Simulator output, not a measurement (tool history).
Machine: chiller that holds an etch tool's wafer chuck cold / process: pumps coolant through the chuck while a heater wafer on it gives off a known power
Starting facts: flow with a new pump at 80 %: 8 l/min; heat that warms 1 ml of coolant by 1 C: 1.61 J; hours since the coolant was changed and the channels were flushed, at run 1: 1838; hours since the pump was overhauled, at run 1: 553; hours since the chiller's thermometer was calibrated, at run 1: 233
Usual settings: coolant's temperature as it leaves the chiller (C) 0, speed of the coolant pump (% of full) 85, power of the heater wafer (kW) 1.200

run	hour	coolant's temperature as it leaves the chiller (C)	speed of the coolant pump (% of full)	power of the heater wafer (kW)	hours since the coolant was changed and the channels were flushed	hours since the pump was overhauled	hours since the chiller's thermometer was calibrated	chuck's temperature once it has settled (C)	how much warmer the coolant comes back (C)
1	0.0	0	85	1.200	1838	553	233	14.8	5.22
2	27.8	0	85	1.200	1866	581	261	14.7	5.29
3	49.0	0	85	1.200	1887	602	282	14.6	5.25
4	76.8	0	85	1.254	1915	630	310	15.2	5.42
5	95.9	0	63	1.254	1934	649	329	18.4	7.38
6	114.9	0	63	1.254	1953	668	348	18.4	7.37
7	134.6	0	63	1.254	1972	688	367	18.3	7.35
8	157.8	0	63	1.254	1996	711	391	18.2	7.40
9	183.2	0	85	1.200	2021	736	416	14.7	5.15
10	207.6	0	85	1.200	2045	761	440	14.6	5.13
11	221.2	9	85	1.200	2059	774	454	23.6	5.16
12	237.8	9	85	1.200	2076	791	471	23.7	5.13
13	255.5	9	85	1.200	2093	809	488	23.7	5.10
14	286.4	9	85	0.636	2124	840	519	16.7	2.64
15	316.4	9	85	0.636	2154	870	549	16.7	2.60
16	331.4	9	85	0.636	2169	885	564	16.7	2.60
17	362.1	9	85	0.636	2200	915	595	17.0	2.60
18	377.7	4	64	0.859	2216	931	611	16.3	4.80
19	397.6	4	64	0.859	2235	951	630	16.5	4.81
20	417.4	2	90	1.356	2255	971	650	18.1	5.32
21	435.4	-2	60	0.917	2273	989	668	11.7	5.50
22	453.1	0	71	1.466	2291	1006	686	20.0	7.47
# hour 464.8: gauge calibrated
23	466.0	-2	85	1.200	2304	1019	699	12.6	5.26
24	489.7	-9	85	1.646	2328	1043	723	11.3	7.25
25	514.5	-9	85	1.646	2352	1068	747	11.1	7.19
26	534.6	-9	85	1.646	2372	1088	767	11.0	7.17
27	557.8	6	95	1.118	2396	1111	791	18.8	4.35
28	583.1	0	68	1.200	2421	1136	816	16.8	6.51
29	599.0	0	68	1.200	2437	1152	832	16.6	6.53
30	615.5	5	90	1.702	2453	1169	848	25.1	6.90
31	633.8	-5	85	1.068	2472	1187	867	8.0	4.56

The logged runs with the hidden state left out (each run's random variation unchanged):
Hidden conditions of the tool in this case: heat passed by the chuck's channels, % of clean ones'; flow at a given pump speed, % of a new pump's; coolant's true temperature over the reading, C; drift of the gauge itself on chuck_c, C; drift of the gauge itself on warmer_back_c, C.
run	how much warmer the coolant comes back (C)
1	5.22
2	5.31
3	5.28
4	5.46
5	7.42
6	7.43
7	7.42
8	7.48
9	5.25
10	5.24
11	5.28
12	5.26
13	5.23
14	2.79
15	2.77
16	2.78
17	2.80
18	5.00
19	5.02
20	5.55
21	5.73
22	7.72
23	5.25
24	7.26
25	7.22
26	7.20
27	4.40
28	6.57
29	6.60
30	6.98
31	4.65
chuck's temperature once it has settled (C): differs from the measured result by no more than 0.1 in any run.

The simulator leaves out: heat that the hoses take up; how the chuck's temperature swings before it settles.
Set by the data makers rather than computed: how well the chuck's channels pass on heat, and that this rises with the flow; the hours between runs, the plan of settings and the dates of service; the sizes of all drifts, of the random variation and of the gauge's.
